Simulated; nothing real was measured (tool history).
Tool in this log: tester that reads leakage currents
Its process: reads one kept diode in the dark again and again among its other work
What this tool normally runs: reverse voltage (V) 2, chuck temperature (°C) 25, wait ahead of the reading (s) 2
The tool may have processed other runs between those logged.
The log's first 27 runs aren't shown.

| run | day | reverse voltage (V) | chuck temperature (°C) | wait ahead of the reading (s) | hours of work since the probe card was cleaned | hours of work since the tester was calibrated | hours of work since the chuck was calibrated | current that the tester gives (pA) |
|---|---|---|---|---|---|---|---|---|
| 28 | 24.504 | 5.69 | 24 | 2 | 124 | 1068 | 496 | 14.89 |
| 29 | 25.571 | 5.69 | 24 | 2 | 142 | 1086 | 515 | 14.87 |
| 30 | 26.583 | 5.69 | 24 | 1.61 | 160 | 1104 | 533 | 14.84 |
| 31 | 27.854 | 2 | 53 | 2 | 182 | 1126 | 555 | 91.8 |
| 32 | 28.479 | 5.38 | 20 | 0.82 | 193 | 1137 | 566 | 10.86 |
| 33 | 29.092 | 5.38 | 20 | 0.82 | 203 | 1148 | 576 | 10.95 |
| 34 | 29.979 | 4.42 | 21 | 2.7 | 219 | 1163 | 592 | 10.57 |
| 35 | 31.254 | 1 | 22 | 7.14 | 241 | 1185 | 614 | 6.77 |
| 36 | 32.029 | 9.18 | 59 | 2 | 255 | 1199 | 627 | 232.49 |
| 37 | 32.879 | 9.18 | 59 | 1.74 | 269 | 1214 | 642 | 232.74 |
| 38 | 33.45 | 1.92 | 52 | 0.82 | 279 | 1223 | 652 | 84.9 |
| 39 | 34.438 | 1.92 | 52 | 0.82 | 297 | 1241 | 669 | 84.85 |
| 40 | 35.65 | 1.92 | 52 | 0.82 | 318 | 1262 | 690 | 84.51 |

Each row is a separate what-if for the run after 40, all from the same tool condition, not one after another. Results?
| A | 36.55 | 6.68 | 27 | 0.61 | 333 | 1277 | 706 | ? |
| B | 36.55 | 1.7 | 34 | 3.68 | 333 | 1277 | 706 | ? |
| C | 36.55 | 1.92 | 52 | 0.36 | 333 | 1277 | 706 | ? |

| run | current that the tester gives (pA) |
|---|---|
| A | 20.88 |
| B | 21.5 |
| C | 85.11 |
What these runs would have given with no unlogged condition in the tool:
| run | current that the tester gives (pA) |
|---|---|
| A | 20.46 |
| B | 21.24 |
| C | 84.39 |

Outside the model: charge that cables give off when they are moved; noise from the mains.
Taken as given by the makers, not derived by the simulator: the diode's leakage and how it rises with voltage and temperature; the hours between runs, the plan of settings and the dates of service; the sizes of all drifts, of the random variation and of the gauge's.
